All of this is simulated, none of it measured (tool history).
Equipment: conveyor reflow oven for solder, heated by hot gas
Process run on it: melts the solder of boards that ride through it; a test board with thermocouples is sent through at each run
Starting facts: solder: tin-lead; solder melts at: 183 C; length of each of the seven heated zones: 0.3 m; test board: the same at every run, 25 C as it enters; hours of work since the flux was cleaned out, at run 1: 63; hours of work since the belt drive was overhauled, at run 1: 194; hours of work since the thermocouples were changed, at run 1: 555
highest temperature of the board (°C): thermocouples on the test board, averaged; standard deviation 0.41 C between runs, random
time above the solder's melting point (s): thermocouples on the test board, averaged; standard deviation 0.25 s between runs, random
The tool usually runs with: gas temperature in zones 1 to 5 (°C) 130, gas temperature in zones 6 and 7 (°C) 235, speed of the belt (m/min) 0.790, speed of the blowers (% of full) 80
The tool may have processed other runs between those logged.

run   hour  gas temperature in zones 1 to 5 (°C)  gas temperature in zones 6 and 7 (°C)  speed of the belt (m/min)  speed of the blowers (% of full)  hours of work since the flux was cleaned out  hours of work since the belt drive was overhauled  hours of work since the thermocouples were changed  highest temperature of the board (°C)  time above the solder's melting point (s)
  1    0.0                                   130                                    235                      0.790                                80                                            63                                                194                                                 555                                  217.8                                       32.9
  2    7.2                                   130                                    235                      0.790                                80                                            67                                                197                                                 558                                  218.1                                       32.8
  3   13.7                                   130                                    235                      0.790                                80                                            70                                                200                                                 561                                  217.6                                       32.5
  4   19.0                                   130                                    235                      0.790                                80                                            72                                                203                                                 564                                  218.0                                       32.9
  5   28.8                                   130                                    235                      0.790                                80                                            77                                                207                                                 568                                  217.6                                       32.3
  6   35.4                                   130                                    246                      0.790                                80                                            80                                                210                                                 572                                  226.4                                       36.5
  7   39.8                                   130                                    246                      0.790                                80                                            82                                                212                                                 574                                  227.9                                       36.4
  8   45.2                                   130                                    246                      0.790                                80                                            84                                                215                                                 576                                  227.9                                       36.8
  9   50.5                                   130                                    235                      0.790                                80                                            87                                                217                                                 579                                  218.1                                       32.7
 10   55.7                                   130                                    235                      0.638                                80                                            89                                                220                                                 581                                  223.8                                       45.1
 11   64.1                                   130                                    235                      0.790                                55                                            93                                                224                                                 585                                  211.6                                       28.0
 12   71.7                                   117                                    235                      0.790                                80                                            97                                                227                                                 588                                  215.5                                       29.1
 13   78.1                                   130                                    235                      0.790                                86                                           100                                                230                                                 591                                  218.7                                       33.2
 14   85.5                                   130                                    224                      0.790                                80                                           103                                                234                                                 595                                  208.2                                       27.7
 15   91.1                                   130                                    224                      0.790                                80                                           106                                                236                                                 597                                  208.1                                       27.7
 16   95.5                                   130                                    224                      0.790                                80                                           108                                                238                                                 599                                  208.4                                       28.1
 17  104.8                                   130                                    224                      0.790                                80                                           112                                                243                                                 604                                  208.5                                       27.7
 18  114.8                                   130                                    224                      0.790                                80                                           117                                                247                                                 608                                  207.9                                       27.6
 19  121.0                                   131                                    240                      0.677                                86                                           120                                                250                                                 611                                  227.6                                       43.9
 20  128.6                                   131                                    240                      0.677                                86                                           123                                                254                                                 615                                  228.5                                       44.0
 21  133.4                                   131                                    229                      0.868                                86                                           125                                                256                                                 617                                  210.5                                       26.4
 22  141.8                                   131                                    229                      0.868                                86                                           129                                                260                                                 621                                  209.7                                       26.1
 23  147.4                                   119                                    235                      0.658                                80                                           132                                                262                                                 624                                  221.3                                       40.1
 24  154.6                                   119                                    249                      0.658                                52                                           135                                                266                                                 627                                  226.9                                       41.7
 25  164.7                                   130                                    243                      0.676                                80                                           140                                                270                                                 632                                  229.3                                       44.1
 26  172.5                                   130                                    244                      0.682                                80                                           144                                                274                                                 635                                  230.1                                       44.0
 27  180.1                                   130                                    244                      0.682                                80                                           147                                                278                                                 639                                  231.1                                       44.4
 28  189.2                                   130                                    244                      0.682                                80                                           151                                                282                                                 643                                  230.7                                       44.3
 29  195.0                                   130                                    244                      0.643                                62                                           154                                                285                                                 646                                  228.0                                       45.4
 30  204.6                                   130                                    244                      0.643                                62                                           158                                                289                                                 650                                  227.8                                       46.2

For some of the steps in highest temperature of the board (°C) from one run to the next: how much would appear even if the tool had no hidden state, given the settings, what came in and random variation, and how much remains for the hidden state plus any gauge scatter that the measured result and the result without hidden state don't share?
Hidden state present: heat that the gas passes to the board, % of a clean oven's; belt's true speed, % of the reading; true gas temperature in zones 6 and 7 over the reading, C; drift of the gauge itself on peak_c, C; drift of the gauge itself on liquid_s, %.
Run 9 -> 10: speed of the belt (m/min) 0.790 -> 0.638. highest temperature of the board (°C) +5.7: hidden state +0.3, all else +5.4.
Run 10 -> 11: speed of the belt (m/min) 0.638 -> 0.790, speed of the blowers (% of full) 80 -> 55. highest temperature of the board (°C) -12.2: hidden state -0.3, all else -11.9.
Run 18 -> 19: gas temperature in zones 1 to 5 (°C) 130 -> 131, gas temperature in zones 6 and 7 (°C) 224 -> 240, speed of the belt (m/min) 0.790 -> 0.677, speed of the blowers (% of full) 80 -> 86. highest temperature of the board (°C) +19.7: hidden state +0.2, all else +19.5.
Run 20 -> 21: gas temperature in zones 6 and 7 (°C) 240 -> 229, speed of the belt (m/min) 0.677 -> 0.868. highest temperature of the board (°C) -18.0: hidden state -0.5, all else -17.5.
Run 22 -> 23: gas temperature in zones 1 to 5 (°C) 131 -> 119, gas temperature in zones 6 and 7 (°C) 229 -> 235, speed of the belt (m/min) 0.868 -> 0.658, speed of the blowers (% of full) 86 -> 80. highest temperature of the board (°C) +11.6: hidden state +0.4, all else +11.2.
